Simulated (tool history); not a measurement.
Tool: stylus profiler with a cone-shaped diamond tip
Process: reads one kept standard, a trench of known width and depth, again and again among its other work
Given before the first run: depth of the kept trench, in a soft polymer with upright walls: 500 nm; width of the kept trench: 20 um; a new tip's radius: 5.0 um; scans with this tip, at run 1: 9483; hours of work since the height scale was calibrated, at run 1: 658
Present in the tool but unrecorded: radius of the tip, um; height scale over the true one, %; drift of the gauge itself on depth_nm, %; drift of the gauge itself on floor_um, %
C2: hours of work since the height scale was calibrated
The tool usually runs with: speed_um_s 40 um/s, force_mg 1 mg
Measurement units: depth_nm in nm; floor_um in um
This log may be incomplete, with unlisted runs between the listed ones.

run 1 day=0 | speed_um_s=40 force_mg=1 | scans_with_this_tip=9483 C2=658 | depth_nm=501.87 floor_um=13.67
run 2 day=1.992 | speed_um_s=40 force_mg=1 | scans_with_this_tip=9853 C2=684 | depth_nm=501.66 floor_um=13.61
run 3 day=4.404 | speed_um_s=40 force_mg=1 | scans_with_this_tip=10300 C2=715 | depth_nm=502 floor_um=13.52
run 4 day=6.354 | speed_um_s=40 force_mg=1 | scans_with_this_tip=10662 C2=740 | depth_nm=501.84 floor_um=13.42
run 5 day=8.167 | speed_um_s=40 force_mg=1 | scans_with_this_tip=10999 C2=763 | depth_nm=501.63 floor_um=13.39
run 6 day=10.35 | speed_um_s=40 force_mg=1 | scans_with_this_tip=11404 C2=792 | depth_nm=501.63 floor_um=13.33
run 7 day=12.775 | speed_um_s=40 force_mg=1 | scans_with_this_tip=11854 C2=823 | depth_nm=501.5 floor_um=13.29
run 8 day=14.321 | speed_um_s=40 force_mg=0.53 | scans_with_this_tip=12141 C2=843 | depth_nm=500.9 floor_um=13.1
run 9 day=16.579 | speed_um_s=40 force_mg=0.53 | scans_with_this_tip=12560 C2=872 | depth_nm=500.84 floor_um=13.04
run 10 day=19.042 | speed_um_s=40 force_mg=0.53 | scans_with_this_tip=13017 C2=904 | depth_nm=500.74 floor_um=13.04
run 11 day=20.404 | speed_um_s=40 force_mg=0.53 | scans_with_this_tip=13270 C2=921 | depth_nm=500.83 floor_um=12.95
run 12 day=22.829 | speed_um_s=40 force_mg=0.53 | scans_with_this_tip=13720 C2=952 | depth_nm=500.63 floor_um=12.87
run 13 day=24.033 | speed_um_s=40 force_mg=0.53 | scans_with_this_tip=13944 C2=968 | depth_nm=500.57 floor_um=12.86
run 14 day=26.092 | speed_um_s=40 force_mg=0.53 | scans_with_this_tip=14326 C2=994 | depth_nm=500.75 floor_um=12.83
run 15 day=27.404 | speed_um_s=40 force_mg=0.53 | scans_with_this_tip=14570 C2=1011 | depth_nm=500.76 floor_um=12.84
run 16 day=28.954 | speed_um_s=38 force_mg=1 | scans_with_this_tip=14857 C2=1031 | depth_nm=501.64 floor_um=12.91
run 17 day=30.05 | speed_um_s=40 force_mg=1.96 | scans_with_this_tip=15060 C2=1045 | depth_nm=502.93 floor_um=12.99
run 18 day=32.454 | speed_um_s=24 force_mg=0.56 | scans_with_this_tip=15507 C2=1076 | depth_nm=500.97 floor_um=12.87
run 19 day=34.217 | speed_um_s=120 force_mg=1.92 | scans_with_this_tip=15834 C2=1099 | depth_nm=502.98 floor_um=12.42
run 20 day=35.467 | speed_um_s=129 force_mg=1.03 | scans_with_this_tip=16066 C2=1115 | depth_nm=501.59 floor_um=11.95
run 21 day=37.433 | speed_um_s=20 force_mg=1.2 | scans_with_this_tip=16431 C2=1141 | depth_nm=501.93 floor_um=12.87
run 22 day=39.775 | speed_um_s=20 force_mg=1.2 | scans_with_this_tip=16865 C2=1171 | depth_nm=501.72 floor_um=12.9
run 23 day=41.4 | speed_um_s=32 force_mg=0.67 | scans_with_this_tip=17167 C2=1192 | depth_nm=500.94 floor_um=12.63
run 24 day=43.425 | speed_um_s=32 force_mg=0.67 | scans_with_this_tip=17543 C2=1218 | depth_nm=500.93 floor_um=12.56
run 25 day=44.871 | speed_um_s=145 force_mg=1.26 | scans_with_this_tip=17811 C2=1236 | depth_nm=501.79 floor_um=11.73
run 26 day=46.088 | speed_um_s=145 force_mg=1.26 | scans_with_this_tip=18037 C2=1252 | depth_nm=501.81 floor_um=11.71
run 27 day=47.612 | speed_um_s=30 force_mg=1 | scans_with_this_tip=18320 C2=1272 | depth_nm=501.29 floor_um=12.56
run 28 day=49.912 | speed_um_s=110 force_mg=2.65 | scans_with_this_tip=18747 C2=1301 | depth_nm=503.5 floor_um=12.19
run 29 day=51.521 | speed_um_s=127 force_mg=2.33 | scans_with_this_tip=19046 C2=1322 | depth_nm=502.97 floor_um=12.01
run 30 day=53.167 | speed_um_s=127 force_mg=2.33 | scans_with_this_tip=19351 C2=1343 | depth_nm=503.22 floor_um=11.92
-- day=54.754 new tip fitted, height scale calibrated
run 31 day=54.754 | speed_um_s=127 force_mg=2.33 | scans_with_this_tip=0 C2=0 | depth_nm=504.6 floor_um=14.9

Describe how what the log doesn't record of the tool's condition differs between the last listed run preceding each entry between runs and the first listed run following it.
In the gap between runs 30 and 31: new tip fitted, height scale calibrated (day 54.754)
  radius of the tip, um: 13.52 -> 4.94; height scale over the true one, %: -0.244 -> 0.016
  measured value less the no-hidden-state value, depth_nm: -1.23 -> +0.08 nm; floor_um: -2.92 -> +0.03 um

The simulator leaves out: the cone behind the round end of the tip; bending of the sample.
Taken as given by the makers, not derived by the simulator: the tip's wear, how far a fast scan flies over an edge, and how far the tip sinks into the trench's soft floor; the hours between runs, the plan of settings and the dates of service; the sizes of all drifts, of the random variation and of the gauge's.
